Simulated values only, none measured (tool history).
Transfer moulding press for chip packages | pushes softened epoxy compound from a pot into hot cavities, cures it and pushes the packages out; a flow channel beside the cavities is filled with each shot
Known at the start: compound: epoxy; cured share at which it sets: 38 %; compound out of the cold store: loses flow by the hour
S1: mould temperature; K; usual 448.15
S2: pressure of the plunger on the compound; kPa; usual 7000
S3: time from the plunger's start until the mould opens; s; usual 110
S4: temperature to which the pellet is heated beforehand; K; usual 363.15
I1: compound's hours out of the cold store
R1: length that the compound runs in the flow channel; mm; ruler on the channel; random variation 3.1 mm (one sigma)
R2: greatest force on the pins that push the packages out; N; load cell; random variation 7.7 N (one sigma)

run,hour,S1,S2,S3,S4,I1,R1,R2
1,0,448.15,7000,110,363.15,33.8,600,424
# hour 62.3: cavities cleaned with cleaning compound and waxed
# hour 73.2: plunger's sealing rings changed
2,83.6,448.15,7000,110,363.15,20.2,667,431
3,134.6,448.15,7000,110,363.15,15,680,607
# hour 148: cavities cleaned with cleaning compound and waxed
# hour 208.1: mould's thermocouples calibrated
4,219.3,448.15,7000,110,363.15,11.8,687,561
# hour 230.2: cavities cleaned with cleaning compound and waxed
5,285.2,448.15,7000,110,363.15,36,601,535
# hour 312.1: cavities cleaned with cleaning compound and waxed
6,328.2,448.15,7000,110,363.15,31.4,614,411
# hour 395.3: cavities cleaned with cleaning compound and waxed
7,414.3,448.15,7000,110,363.15,35.2,596,426
# hour 472.1: plunger's sealing rings changed
8,472.1,448.15,7000,110,363.15,21.6,669,552
# hour 477.6: cavities cleaned with cleaning compound and waxed
9,531.2,448.15,7000,110,363.15,17.8,661,539
# hour 556.3: cavities cleaned with cleaning compound and waxed
10,595.7,448.15,7000,110,363.15,26.4,636,498
# hour 634.4: cavities cleaned with cleaning compound and waxed
11,671.5,444.15,7000,110,363.15,11.8,686,597
# hour 713.7: cavities cleaned with cleaning compound and waxed
12,726.3,444.15,7000,110,363.15,19.7,657,469
13,778.1,448.15,7000,110,363.15,21.2,635,554
# hour 790.9: cavities cleaned with cleaning compound and waxed
# hour 800.2: mould's thermocouples calibrated
14,861.9,449.15,6100,145,373.15,16.8,596,537
# hour 870.8: plunger's sealing rings changed
# hour 879.2: cavities cleaned with cleaning compound and waxed
15,914.7,445.15,8720,110,363.15,12.2,778,551
# hour 958.1: cavities cleaned with cleaning compound and waxed
16,979.2,440.15,6590,110,363.15,21.1,653,678
17,1027.2,444.15,6600,102,359.15,24.2,633,733
# hour 1040.5: cavities cleaned with cleaning compound and waxed
18,1102,444.15,6600,102,359.15,13.6,657,777
# hour 1118.3: cavities cleaned with cleaning compound and waxed
19,1177.9,453.15,8140,127,372.15,15.9,696,506
# hour 1196.9: cavities cleaned with cleaning compound and waxed
20,1221.4,447.15,7450,105,363.15,21.4,656,515
# hour 1270.5: plunger's sealing rings changed
# hour 1278.3: cavities cleaned with cleaning compound and waxed
21,1280.9,447.15,7450,105,363.15,8.9,728,412
22,1331.5,447.15,7450,105,372.15,13.3,709,589

Run 23 comes next. What will it give?
# hour 1362.3: cavities cleaned with cleaning compound and waxed
23,1375.2,447.15,7450,105,372.15,22.3,?,?

Run 23 gave R1 670 mm, R2 474 N.
Without the tool's hidden state the same run would have given R1 677 mm, R2 378 N.

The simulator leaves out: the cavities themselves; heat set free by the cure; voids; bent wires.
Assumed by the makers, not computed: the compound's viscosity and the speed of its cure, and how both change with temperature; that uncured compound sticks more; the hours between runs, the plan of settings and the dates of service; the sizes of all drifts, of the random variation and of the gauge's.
